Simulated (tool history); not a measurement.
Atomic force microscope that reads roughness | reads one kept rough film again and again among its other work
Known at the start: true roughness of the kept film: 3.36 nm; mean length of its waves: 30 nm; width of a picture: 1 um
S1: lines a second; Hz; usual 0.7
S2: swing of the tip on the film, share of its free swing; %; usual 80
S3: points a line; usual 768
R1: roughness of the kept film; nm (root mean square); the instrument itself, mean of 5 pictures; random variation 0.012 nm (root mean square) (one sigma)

run,hour,S1,S2,S3,R1
1,0,0.7,80,768,2.511
# hour 9.4: new tip fitted
2,31.8,0.7,63,768,2.847
# hour 71.1: new tip fitted
3,81.9,0.7,70,768,2.91
# hour 134: new tip fitted
4,135,0.7,70,768,3.006
5,171.7,0.7,70,768,2.685
# hour 199.2: new tip fitted
6,222.8,0.7,70,768,2.826
# hour 262.3: new tip fitted
7,290.4,0.7,70,541,2.695
# hour 323.1: new tip fitted
8,360.4,0.7,70,541,2.704
# hour 383: new tip fitted
9,397.5,3.505,80,768,2.209
10,434.5,1.604,76,645,2.386
# hour 443.9: new tip fitted
11,471.2,2.669,74,335,2.396
# hour 506: new tip fitted
12,538.6,0.776,67,748,2.72
# hour 568.6: new tip fitted
13,583.9,0.776,67,748,2.906
14,621.3,1.745,79,531,2.297

5 ways to go on from here, each from the tool as it stands after run 14. What would each give?
# hour 628.1: new tip fitted
A,683,0.7,55,768,?
# hour 628.1: new tip fitted
B,683,0.7,67,768,?
# hour 628.1: new tip fitted
C,683,0.7,84,536,?
# hour 628.1: new tip fitted
D,683,3.341,76,335,?
# hour 628.1: new tip fitted
E,683,2.306,75,531,?

run,R1
A,2.639
B,2.572
C,2.456
D,2.08
E,2.272
Without the tool's hidden state the same runs would have given:
run,R1
A,3.071
B,2.992
C,2.858
D,2.42
E,2.643
